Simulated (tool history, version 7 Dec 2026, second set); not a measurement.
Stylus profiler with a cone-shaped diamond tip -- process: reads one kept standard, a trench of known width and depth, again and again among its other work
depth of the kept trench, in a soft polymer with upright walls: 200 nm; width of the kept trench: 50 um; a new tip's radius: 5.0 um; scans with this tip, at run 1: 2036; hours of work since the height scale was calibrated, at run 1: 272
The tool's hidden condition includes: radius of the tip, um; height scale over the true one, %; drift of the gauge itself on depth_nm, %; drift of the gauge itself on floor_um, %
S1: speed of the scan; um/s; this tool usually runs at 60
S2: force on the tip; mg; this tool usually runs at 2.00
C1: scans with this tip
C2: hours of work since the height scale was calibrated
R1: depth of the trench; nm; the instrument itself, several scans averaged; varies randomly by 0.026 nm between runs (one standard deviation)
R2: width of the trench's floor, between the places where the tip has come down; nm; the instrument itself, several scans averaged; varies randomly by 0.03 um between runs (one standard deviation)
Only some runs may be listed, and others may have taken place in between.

run    hour   S1    S2     C1   C2      R1     R2
  1     0.0   60  2.00   2036  272  202.24  46660
  2    40.9   60  2.00   2194  294  202.20  46670
  3    94.2   60  2.00   2400  321  202.27  46690
  4   160.4   60  2.00   2656  355  202.27  46650
  5   252.0   15  2.00   3009  403  202.28  46840
  6   307.5   60  2.00   3223  431  202.28  46540
  7   374.5   60  2.00   3482  466  202.27  46560
  8   451.1   60  2.00   3778  505  202.41  46490
  9   503.5   60  2.00   3980  533  202.40  46490
 10   594.0   60  2.00   4329  579  202.40  46480
 11   638.7   60  2.00   4502  602  202.41  46460
 12   682.0   60  2.00   4669  625  202.40  46490
 13   740.7   60  2.00   4896  655  202.41  46430
 14   796.1   60  2.00   5109  684  202.47  46460
 15   887.1   45  2.00   5461  731  202.48  46490
 16   942.1   60  2.00   5673  759  202.48  46380
 17  1029.5   60  2.00   6010  804  202.50  46360
 18  1091.6   79  2.00   6250  836  202.54  46250
 19  1181.9   79  2.00   6599  883  202.55  46160
 20  1246.9   79  2.00   6850  917  202.55  46150
 21  1287.8   16  2.00   7008  938  202.57  46570
 22  1332.9   60  2.00   7181  961  202.59  46310
     1382.9  -- height scale calibrated on a step standard
 23  1388.8   60  2.00   7395    3  201.87  46240
 24  1430.7   60  2.00   7557   25  201.93  46200
 25  1501.9   18  1.72   7832   61  201.69  46490
 26  1571.3  180  1.00   8100   97  201.25  45070
 27  1627.0   56  1.12   8315  126  201.32  46120
 28  1718.9   56  1.12   8670  174  201.37  46060
 29  1768.9   56  1.12   8863  199  201.36  46070
 30  1833.1  219  4.69   9111  233  203.52  45660
 31  1901.7   61  1.92   9375  268  202.00  46120
 32  1949.9  125  2.00   9561  293  202.01  45620
 33  2011.0  114  5.71   9797  324  204.00  46040
 34  2057.6  114  5.71   9977  348  204.00  45990
 35  2120.8   61  1.00  10221  381  201.40  45850
 36  2174.8   61  1.00  10430  409  201.37  45840
 37  2213.1   16  1.62  10577  429  201.92  46250
 38  2276.8   45  1.32  10823  462  201.64  45990
 39  2357.6  158  0.89  11135  503  201.37  44870
 40  2422.7  158  0.89  11387  537  201.38  44920
 41  2513.3   27  5.68  11736  584  204.08  46210
 42  2584.1   29  2.04  12009  620  202.25  46070
 43  2628.8   29  2.04  12182  644  202.25  46080
 44  2721.5   23  0.85  12540  691  201.42  45980
 45  2763.8   94  2.59  12703  713  202.64  45760
 46  2845.0  129  1.34  13017  755  201.84  45260
 47  2913.6   59  3.32  13281  791  203.05  45940

Consider 4 possible next runs. They are alternatives, not a sequence: every one starts from the tool as it was left by run 47. What does each give?
  A  2981.2  43  4.45  13542  826   ?   ?
  B  2981.2  57  1.42  13542  826   ?   ?
  C  2981.2  27  4.63  13542  826   ?   ?
  D  2981.2  59  1.38  13542  826   ?   ?

run      R1     R2
  A  203.68  45990
  B  201.91  45770
  C  203.71  46100
  D  201.89  45750
Without the tool's unlogged condition, the same runs would have read:
run      R1     R2
  A  203.25  47030
  B  201.48  46810
  C  203.28  47140
  D  201.46  46790

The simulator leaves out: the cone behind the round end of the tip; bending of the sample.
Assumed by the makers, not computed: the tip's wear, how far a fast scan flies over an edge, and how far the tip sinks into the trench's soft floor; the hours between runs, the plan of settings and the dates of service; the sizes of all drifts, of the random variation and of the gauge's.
